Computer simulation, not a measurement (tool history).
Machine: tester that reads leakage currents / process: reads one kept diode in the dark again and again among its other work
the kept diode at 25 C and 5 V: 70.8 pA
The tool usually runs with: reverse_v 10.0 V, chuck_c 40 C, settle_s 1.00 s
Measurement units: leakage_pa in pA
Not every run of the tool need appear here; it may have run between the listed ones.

| run | day | reverse_v | chuck_c | settle_s | leakage_pa |
|---|---|---|---|---|---|
| 1 | 0.000 | 10.0 | 40 | 1.00 | 284.04 |
| 2 | 4.254 | 10.0 | 40 | 1.00 | 286.01 |
| 3 | 7.929 | 10.0 | 40 | 1.00 | 287.02 |
| 4 | 11.000 | 10.0 | 40 | 1.00 | 289.64 |
|  | 12.967 | chuck's temperature calibrated |
| 5 | 15.496 | 10.0 | 40 | 1.00 | 277.83 |
| 6 | 20.633 | 10.0 | 40 | 1.00 | 279.68 |
| 7 | 24.588 | 10.0 | 40 | 1.00 | 278.63 |
| 8 | 27.767 | 10.0 | 40 | 1.00 | 280.43 |
| 9 | 33.533 | 10.0 | 49 | 1.00 | 527.67 |
| 10 | 39.317 | 10.0 | 49 | 1.00 | 531.30 |
|  | 39.925 | tester calibrated |
| 11 | 43.004 | 8.9 | 49 | 2.11 | 506.70 |
|  | 49.588 | chuck's temperature calibrated |
| 12 | 49.588 | 8.9 | 49 | 2.11 | 490.56 |
| 13 | 55.788 | 1.5 | 34 | 6.89 | 97.76 |
| 14 | 58.583 | 1.5 | 34 | 6.89 | 98.42 |
| 15 | 64.367 | 16.1 | 40 | 4.72 | 321.76 |
| 16 | 67.817 | 10.0 | 24 | 3.35 | 84.63 |
|  | 71.446 | tester calibrated, once more |
| 17 | 74.329 | 10.0 | 40 | 0.95 | 286.71 |
| 18 | 78.271 | 10.0 | 40 | 0.95 | 287.60 |
| 19 | 80.967 | 8.1 | 40 | 1.00 | 268.94 |

What if the next run were any one of these 5? Each begins from the tool's condition after run 19:
|  | 86.092 | chuck's temperature calibrated |
| A | 87.433 | 1.4 | 39 | 3.32 | ? |
|  | 86.092 | chuck's temperature calibrated |
| B | 87.433 | 1.4 | 30 | 0.36 | ? |
|  | 86.092 | chuck's temperature calibrated |
| C | 87.433 | 10.0 | 40 | 2.13 | ? |
|  | 86.092 | chuck's temperature calibrated |
| D | 87.433 | 9.4 | 40 | 1.00 | ? |
|  | 86.092 | chuck's temperature calibrated |
| E | 87.433 | 12.6 | 24 | 9.51 | ? |

| run | leakage_pa |
|---|---|
| A | 141.05 |
| B | 73.30 |
| C | 282.69 |
| D | 276.23 |
| E | 92.94 |
Take away the tool's hidden state, keep each run's random variation, and the runs would have read:
| run | leakage_pa |
|---|---|
| A | 140.03 |
| B | 72.47 |
| C | 277.51 |
| D | 271.37 |
| E | 87.21 |
